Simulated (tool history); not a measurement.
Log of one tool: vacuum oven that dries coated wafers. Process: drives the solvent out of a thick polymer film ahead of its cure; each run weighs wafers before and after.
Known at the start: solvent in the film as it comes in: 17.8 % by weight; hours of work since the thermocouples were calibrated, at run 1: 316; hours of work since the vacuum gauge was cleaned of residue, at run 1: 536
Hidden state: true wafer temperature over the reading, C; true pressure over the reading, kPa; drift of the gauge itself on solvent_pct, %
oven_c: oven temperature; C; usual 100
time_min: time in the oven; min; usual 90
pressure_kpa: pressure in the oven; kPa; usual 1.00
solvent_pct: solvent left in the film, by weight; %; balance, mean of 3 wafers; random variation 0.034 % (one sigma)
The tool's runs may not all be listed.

run   hour  oven_c  time_min  pressure_kpa  hours of work since the thermocouples were calibrated  hours of work since the vacuum gauge was cleaned of residue  solvent_pct
  1    0.0     100        90          1.00                                                    316                                                          536         4.57
  2   16.6     100        90          1.00                                                    329                                                          549         4.50
  3   38.4     100        90          1.00                                                    347                                                          566         4.43
  4   56.5     100        90          1.00                                                    361                                                          580         4.47
  5   66.5     100        90          1.00                                                    369                                                          588         4.45
  6   80.6      99        90          1.00                                                    380                                                          599         4.77
  7   92.9      99        90          1.00                                                    390                                                          609         4.74
  8  106.4     100        90          1.69                                                    400                                                          620         4.89
  9  123.4     113        90          1.00                                                    414                                                          633         1.48
 10  139.2     100        90          1.00                                                    426                                                          646         4.46
 11  150.0      87        90          1.00                                                    435                                                          654         8.58
 12  172.3      87        90          2.32                                                    453                                                          672         9.43
 13  189.7      87        90          2.32                                                    466                                                          686         9.42
 14  207.2      87        90          2.32                                                    480                                                          700         9.41
 15  216.9      87        90          2.32                                                    488                                                          707         9.42
 16  233.9      87        90          2.32                                                    501                                                          721         9.41
 17  256.1      87        90          2.32                                                    519                                                          738         9.32
 18  268.9     100        90          1.00                                                    529                                                          748         4.44
 19  285.3     100        90          1.00                                                    542                                                          761         4.36
 20  300.0     100        90          3.20                                                    554                                                          773         5.70
 21  313.8      94        90          0.67                                                    565                                                          784         5.99
 22  323.8      97       106          0.67                                                    572                                                          792         4.30
 23  345.1      89        96          0.67                                                    589                                                          809         7.26
 24  358.2      90        69          1.41                                                    600                                                          819         9.00
 25  377.7      97        90          2.14                                                    615                                                          834         6.00
 26  390.9     101        90          1.00                                                    626                                                          845         4.08
 27  407.6     101        90          1.00                                                    639                                                          858         4.05
 28  417.6      87        82          3.87                                                    647                                                          866        10.86
 29  434.1      87        82          3.87                                                    660                                                          879        10.82
 30  453.2     114        79          0.50                                                    675                                                          894         1.42
 31  467.2     114        79          0.50                                                    686                                                          905         1.40
 32  484.8     114        79          0.50                                                    700                                                          919         1.40
 33  501.5      86        90          1.38                                                    713                                                          932         9.03
 34  517.4     111        79          0.92                                                    726                                                          945         2.15
 35  537.6     111        79          0.92                                                    742                                                          961         2.12
 36  558.1     110        90          1.02                                                    758                                                          977         1.92
 37  573.1     100        90          0.68                                                    770                                                          989         4.15
 38  589.1     113       131          1.61                                                    783                                                         1002         1.13

4 ways to go on from here, each from the tool as it stands after run 38. What would each give?
  A  608.1     113        73          2.26                                                    798                                                         1017            ?
  B  608.1      98        68          0.74                                                    798                                                         1017            ?
  C  608.1      96       131          1.13                                                    798                                                         1017            ?
  D  608.1     113        78          1.05                                                    798                                                         1017            ?

run  solvent_pct
  A         2.61
  B         6.16
  C         3.88
  D         1.88
Without the tool's hidden state the same runs would have given:
run  solvent_pct
  A         2.71
  B         6.35
  C         3.97
  D         1.93

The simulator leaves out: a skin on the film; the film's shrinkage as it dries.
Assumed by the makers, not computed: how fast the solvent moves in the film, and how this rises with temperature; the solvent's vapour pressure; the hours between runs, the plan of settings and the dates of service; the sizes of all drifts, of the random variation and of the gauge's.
